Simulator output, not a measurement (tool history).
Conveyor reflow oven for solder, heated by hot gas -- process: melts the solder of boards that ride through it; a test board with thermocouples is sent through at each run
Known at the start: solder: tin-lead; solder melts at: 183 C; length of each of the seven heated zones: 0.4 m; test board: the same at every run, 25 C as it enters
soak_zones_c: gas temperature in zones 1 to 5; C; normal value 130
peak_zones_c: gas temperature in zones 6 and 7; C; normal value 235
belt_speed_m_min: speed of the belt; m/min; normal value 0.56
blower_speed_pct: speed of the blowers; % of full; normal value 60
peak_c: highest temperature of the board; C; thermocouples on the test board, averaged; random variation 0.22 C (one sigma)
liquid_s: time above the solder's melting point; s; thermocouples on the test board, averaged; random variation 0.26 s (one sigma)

Run 1, hour 0: usual settings. Result: peak_c 213 C, liquid_s 56.6 s.
Run 2, hour 45.9: usual settings. Result: peak_c 212.6 C, liquid_s 56.2 s.
Run 3, hour 93.8: usual settings. Result: peak_c 212.6 C, liquid_s 56.3 s.
Run 4, hour 124.6: usual settings. Result: peak_c 212.1 C, liquid_s 56.6 s.
Run 5, hour 160: usual settings but belt_speed_m_min 0.658 m/min. Result: peak_c 205.5 C, liquid_s 40 s.
Run 6, hour 192.1: usual settings but belt_speed_m_min 0.658 m/min. Result: peak_c 205.5 C, liquid_s 39.8 s.
Run 7, hour 217.3: usual settings but belt_speed_m_min 0.658 m/min. Result: peak_c 205.6 C, liquid_s 39.6 s.
Run 8, hour 249.7: usual settings but belt_speed_m_min 0.658 m/min. Result: peak_c 205.6 C, liquid_s 39.7 s.
Run 9, hour 285.6: usual settings but belt_speed_m_min 0.658 m/min. Result: peak_c 205.1 C, liquid_s 39.3 s.
Run 10, hour 331.6: usual settings but blower_speed_pct 75 % of full. Result: peak_c 215.2 C, liquid_s 59.9 s.
Run 11, hour 370.3: usual settings but peak_zones_c 227 C, blower_speed_pct 75 % of full. Result: peak_c 208.4 C, liquid_s 52.5 s.
Run 12, hour 412.9: usual settings. Result: peak_c 211.4 C, liquid_s 55.5 s.
Run 13, hour 435.1: usual settings. Result: peak_c 211.5 C, liquid_s 55.1 s.
Run 14, hour 462.1: usual settings but peak_zones_c 248 C. Result: peak_c 222.2 C, liquid_s 64.6 s.
Run 15, hour 497: usual settings but peak_zones_c 248 C. Result: peak_c 221.6 C, liquid_s 64.8 s.
Run 16, hour 538.1: usual settings but peak_zones_c 248 C. Result: peak_c 221.9 C, liquid_s 65 s.
Run 17, hour 563.3: usual settings but soak_zones_c 116 C, peak_zones_c 243 C, belt_speed_m_min 0.61 m/min, blower_speed_pct 64 % of full. Result: peak_c 211.6 C, liquid_s 46.1 s.
At hour 569.9: belt drive overhauled, speed set with a stopwatch.
At hour 595: flux residue cleaned out of gas plates and filters.
At hour 612.6: thermocouples of zones 6 and 7 changed.
Run 18, hour 616.4: usual settings but soak_zones_c 143 C, peak_zones_c 236 C, belt_speed_m_min 0.603 m/min, blower_speed_pct 63 % of full. Result: peak_c 215 C, liquid_s 59.8 s.
Run 19, hour 638.4: usual settings but soak_zones_c 143 C, peak_zones_c 243 C, belt_speed_m_min 0.603 m/min, blower_speed_pct 90 % of full. Result: peak_c 226.4 C, liquid_s 68.4 s.
Run 20, hour 666.7: usual settings but soak_zones_c 143 C, peak_zones_c 243 C, belt_speed_m_min 0.603 m/min, blower_speed_pct 90 % of full. Result: peak_c 226.8 C, liquid_s 68.8 s.
At hour 713.6: belt drive overhauled, speed set with a stopwatch, once more.
Run 21, hour 718.9: usual settings but soak_zones_c 143 C, peak_zones_c 243 C, belt_speed_m_min 0.625 m/min, blower_speed_pct 68 % of full. Result: peak_c 219.6 C, liquid_s 59.8 s.
Run 22, hour 754.5: usual settings but soak_zones_c 143 C, peak_zones_c 243 C, belt_speed_m_min 0.625 m/min, blower_speed_pct 68 % of full. Result: peak_c 219.9 C, liquid_s 60 s.
Run 23, hour 788.3: usual settings but soak_zones_c 143 C, peak_zones_c 243 C, belt_speed_m_min 0.625 m/min, blower_speed_pct 68 % of full. Result: peak_c 219.4 C, liquid_s 59.7 s.
Run 24, hour 832: usual settings but soak_zones_c 143 C, peak_zones_c 243 C, belt_speed_m_min 0.625 m/min, blower_speed_pct 68 % of full. Result: peak_c 219.5 C, liquid_s 59.5 s.
Run 25, hour 866.5: usual settings but soak_zones_c 143 C, peak_zones_c 243 C, belt_speed_m_min 0.625 m/min, blower_speed_pct 68 % of full. Result: peak_c 219 C, liquid_s 59.2 s.
Run 26, hour 903: usual settings but soak_zones_c 143 C, peak_zones_c 243 C, belt_speed_m_min 0.625 m/min, blower_speed_pct 68 % of full. Result: peak_c 218.5 C, liquid_s 59.1 s.
Run 27, hour 928.5: usual settings but soak_zones_c 143 C, peak_zones_c 243 C, belt_speed_m_min 0.625 m/min, blower_speed_pct 68 % of full. Result: peak_c 218.9 C, liquid_s 59.3 s.
Run 28, hour 965.7: usual settings but soak_zones_c 127 C, peak_zones_c 243 C, belt_speed_m_min 0.561 m/min, blower_speed_pct 61 % of full. Result: peak_c 217.5 C, liquid_s 58.8 s.
Run 29, hour 1006.3: usual settings but soak_zones_c 127 C. Result: peak_c 210.6 C, liquid_s 52.6 s.
Run 30, hour 1028.6: usual settings but peak_zones_c 236 C, blower_speed_pct 83 % of full. Result: peak_c 217.4 C, liquid_s 61.2 s.
Run 31, hour 1056.4: usual settings but peak_zones_c 236 C, blower_speed_pct 83 % of full. Result: peak_c 217.3 C, liquid_s 61.7 s.

Below are 3 alternative next runs, each starting from the tool's condition after run 31. Predict each:
Run A, hour 1104.2: usual settings but peak_zones_c 240 C, blower_speed_pct 83 % of full. Result: peak_c ?, liquid_s ?.
Run B, hour 1104.2: usual settings but peak_zones_c 236 C, blower_speed_pct 56 % of full. Result: peak_c ?, liquid_s ?.
Run C, hour 1104.2: usual settings but peak_zones_c 236 C, belt_speed_m_min 0.638 m/min. Result: peak_c ?, liquid_s ?.

run  peak_c  liquid_s
  A   220.6      64.2
  B   210.5      52.8
  C   206.5      41.4
With the hidden condition removed and each run's random variation left untouched, the same runs would have given:
run  peak_c  liquid_s
  A   222.8      66.1
  B   212.4      55.1
  C   208.6      43.9
